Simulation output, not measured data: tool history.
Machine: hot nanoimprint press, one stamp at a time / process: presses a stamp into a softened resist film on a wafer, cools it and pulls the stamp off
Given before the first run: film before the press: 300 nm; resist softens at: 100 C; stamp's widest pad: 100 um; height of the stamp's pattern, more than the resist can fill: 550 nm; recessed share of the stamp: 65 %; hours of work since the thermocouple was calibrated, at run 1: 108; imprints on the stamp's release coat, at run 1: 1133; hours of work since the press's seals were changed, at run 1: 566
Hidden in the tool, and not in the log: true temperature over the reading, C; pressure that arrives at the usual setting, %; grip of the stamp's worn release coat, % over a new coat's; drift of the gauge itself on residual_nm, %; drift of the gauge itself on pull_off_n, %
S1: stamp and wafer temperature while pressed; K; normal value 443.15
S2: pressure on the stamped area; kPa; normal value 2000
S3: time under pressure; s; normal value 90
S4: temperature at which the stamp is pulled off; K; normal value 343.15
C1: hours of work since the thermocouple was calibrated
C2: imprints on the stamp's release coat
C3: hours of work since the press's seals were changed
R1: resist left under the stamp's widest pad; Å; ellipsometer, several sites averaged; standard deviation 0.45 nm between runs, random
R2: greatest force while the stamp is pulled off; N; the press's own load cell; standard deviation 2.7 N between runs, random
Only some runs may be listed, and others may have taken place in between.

| run | day | S1 | S2 | S3 | S4 | C1 | C2 | C3 | R1 | R2 |
|---|---|---|---|---|---|---|---|---|---|---|
| 1 | 0.000 | 443.15 | 2000 | 90 | 343.15 | 108 | 1133 | 566 | 1235 | 129 |
|  | 1.054 | press's hydraulic seals changed and the load cell set to zero |
| 2 | 1.538 | 443.15 | 2000 | 90 | 345.15 | 126 | 1242 | 7 | 1235 | 123 |
| 3 | 2.954 | 450.15 | 2000 | 90 | 343.15 | 147 | 1369 | 28 | 877 | 124 |
| 4 | 4.788 | 443.15 | 2000 | 90 | 343.15 | 174 | 1535 | 56 | 1233 | 129 |
| 5 | 6.092 | 443.15 | 2000 | 90 | 343.15 | 193 | 1652 | 75 | 1226 | 127 |
| 6 | 6.992 | 443.15 | 2000 | 90 | 343.15 | 207 | 1734 | 88 | 1225 | 129 |
| 7 | 7.846 | 443.15 | 2000 | 90 | 343.15 | 219 | 1810 | 101 | 1225 | 130 |
| 8 | 9.562 | 443.15 | 2000 | 90 | 343.15 | 245 | 1965 | 127 | 1232 | 129 |
| 9 | 10.767 | 443.15 | 2000 | 90 | 343.15 | 263 | 2074 | 144 | 1229 | 123 |
|  | 12.583 | stamp cleaned and given a new release coat |
| 10 | 12.588 | 443.15 | 2000 | 90 | 343.15 | 286 | 0 | 168 | 1228 | 127 |
|  | 13.421 | plate thermocouple calibrated |
| 11 | 13.658 | 443.15 | 2000 | 90 | 343.15 | 3 | 86 | 182 | 1228 | 122 |
| 12 | 15.617 | 454.15 | 2000 | 90 | 343.15 | 33 | 262 | 211 | 727 | 129 |
| 13 | 17.179 | 443.15 | 1640 | 90 | 343.15 | 56 | 403 | 234 | 1348 | 126 |
| 14 | 18.671 | 443.15 | 2630 | 90 | 343.15 | 78 | 538 | 256 | 1056 | 123 |
| 15 | 20.633 | 443.15 | 2000 | 90 | 343.15 | 107 | 714 | 286 | 1230 | 127 |
| 16 | 21.992 | 454.15 | 2000 | 90 | 343.15 | 127 | 837 | 306 | 725 | 125 |
| 17 | 23.621 | 454.15 | 2000 | 90 | 343.15 | 152 | 984 | 330 | 720 | 129 |
| 18 | 25.371 | 443.15 | 1450 | 90 | 343.15 | 178 | 1142 | 356 | 1449 | 125 |
| 19 | 26.771 | 440.15 | 1900 | 77 | 340.15 | 198 | 1268 | 377 | 1517 | 134 |
| 20 | 28.608 | 440.15 | 1900 | 77 | 342.15 | 226 | 1434 | 404 | 1525 | 129 |
| 21 | 29.983 | 455.15 | 1460 | 66 | 333.15 | 246 | 1557 | 425 | 936 | 148 |
| 22 | 31.021 | 443.15 | 2990 | 90 | 343.15 | 262 | 1651 | 440 | 983 | 127 |
| 23 | 32.554 | 452.15 | 3000 | 69 | 335.15 | 285 | 1789 | 463 | 701 | 137 |
|  | 33.450 | plate thermocouple calibrated |
| 24 | 34.575 | 441.15 | 1260 | 74 | 339.15 | 17 | 1960 | 491 | 1770 | 132 |
| 25 | 35.858 | 441.15 | 1530 | 94 | 344.15 | 36 | 2076 | 510 | 1504 | 125 |
| 26 | 37.079 | 442.15 | 2410 | 94 | 334.15 | 54 | 2186 | 528 | 1132 | 139 |
|  | 37.746 | stamp cleaned and given a new release coat |
| 27 | 38.192 | 431.15 | 2000 | 51 | 343.15 | 67 | 40 | 541 | 2317 | 129 |
| 28 | 39.983 | 431.15 | 2000 | 51 | 343.15 | 93 | 201 | 568 | 2330 | 126 |
|  | 40.867 | press's hydraulic seals changed and the load cell set to zero |
| 29 | 41.458 | 431.15 | 2000 | 51 | 343.15 | 110 | 304 | 9 | 2335 | 126 |

Per-run results on a tool with no hidden state, each run keeping its own random variation:
| run | R1 |
|---|---|
| 1 | 1234 |
| 2 | 1238 |
| 3 | 879 |
| 4 | 1237 |
| 5 | 1231 |
| 6 | 1231 |
| 7 | 1231 |
| 8 | 1239 |
| 9 | 1237 |
| 10 | 1237 |
| 11 | 1234 |
| 12 | 731 |
| 13 | 1357 |
| 14 | 1064 |
| 15 | 1240 |
| 16 | 732 |
| 17 | 727 |
| 18 | 1465 |
| 19 | 1535 |
| 20 | 1544 |
| 21 | 949 |
| 22 | 995 |
| 23 | 710 |
| 24 | 1795 |
| 25 | 1526 |
| 26 | 1148 |
| 27 | 2354 |
| 28 | 2369 |
| 29 | 2377 |
R2: at most 2 N away from the measurement, every run.
